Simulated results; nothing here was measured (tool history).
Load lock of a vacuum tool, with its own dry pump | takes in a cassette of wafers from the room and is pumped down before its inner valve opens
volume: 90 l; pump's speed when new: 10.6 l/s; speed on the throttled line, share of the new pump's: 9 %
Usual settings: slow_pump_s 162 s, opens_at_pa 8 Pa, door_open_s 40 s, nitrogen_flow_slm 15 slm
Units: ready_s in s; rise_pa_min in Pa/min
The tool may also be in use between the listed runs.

run    hour  slow_pump_s  opens_at_pa  door_open_s  nitrogen_flow_slm  incoming humidity of the room's air, %  ready_s  rise_pa_min
  1     0.0          162            8           40                 15                                    43.5    228.2        0.020
  2   187.1          162            8           40                 15                                    44.9    228.6        0.026
  3   310.1          162            8           40                 15                                    42.9    228.4        0.018
  4   426.6          162            8           40                 15                                    46.8    227.0        0.030
  5   585.3          162            8           40                 15                                    45.3    227.5        0.025
  6   758.4          162            8           40                 15                                    45.4    230.0        0.026
  7   947.6          162            8           40                 15                                    45.3    227.6        0.025
  8  1120.1          162            8           40                 15                                    46.4    229.7        0.030
  9  1257.4          162            8           40                 15                                    45.7    228.7        0.025
 10  1389.0          162            8           40                 15                                    47.0    225.6        0.028
 11  1496.3          162            8           40                 15                                    43.6    228.8        0.015
 12  1666.8          162            8           40                  5                                    45.2    230.0        0.030
 13  1805.5          162            8           40                 15                                    40.0    230.2        0.021
 14  1944.3          162            8           40                 21                                    43.5    229.0        0.019
 15  2041.1          162            8           40                 15                                    44.7    229.9        0.021
 16  2138.3          162            8           40                 15                                    44.1    227.7        0.023
 17  2288.8          132            8           65                 15                                    47.2    201.6        0.028
 18  2414.7          104           14           40                 17                                    44.7    171.8        0.024
 19  2621.0          162            8          178                  4                                    39.7    227.4        0.053
 20  2709.4          162            7          105                 15                                    44.9    229.2        0.038
 21  2879.6          162            7          105                 15                                    43.8    232.2        0.040
 22  3084.9          272            7           40                  8                                    45.6    331.6        0.027
 23  3288.6          166            8           93                 15                                    46.1    229.6        0.035
 24  3407.2          166            8           93                 15                                    47.8    231.3        0.036
 25  3587.4          166            9           93                 12                                    48.0    231.4        0.039
 26  3691.1          166            9           93                 12                                    42.9    230.4        0.034
 27  3799.7          209            7          137                 30                                    45.0    271.7        0.034
 28  3989.6          305            8           40                  8                                    43.0    362.8        0.028
 29  4122.8          190           15          152                  9                                    44.9    246.5        0.045
 30  4304.1          190           15          152                  9                                    45.8    248.9        0.051

Forecast each of these 4 alternatives for the next run:
  A  4430.5           81           15          152                 42                                    49.1        ?            ?
  B  4430.5          162           10           40                 15                                    45.0        ?            ?
  C  4430.5          229            8           60                  7                                    48.5        ?            ?
  D  4430.5          106           15          177                 33                                    44.9        ?            ?

run  ready_s  rise_pa_min
  A    150.0        0.029
  B    225.4        0.020
  C    290.2        0.038
  D    171.1        0.031
Without the tool's hidden state the same runs would have given:
run  ready_s  rise_pa_min
  A    150.0        0.028
  B    225.4        0.020
  C    290.2        0.038
  D    171.1        0.030
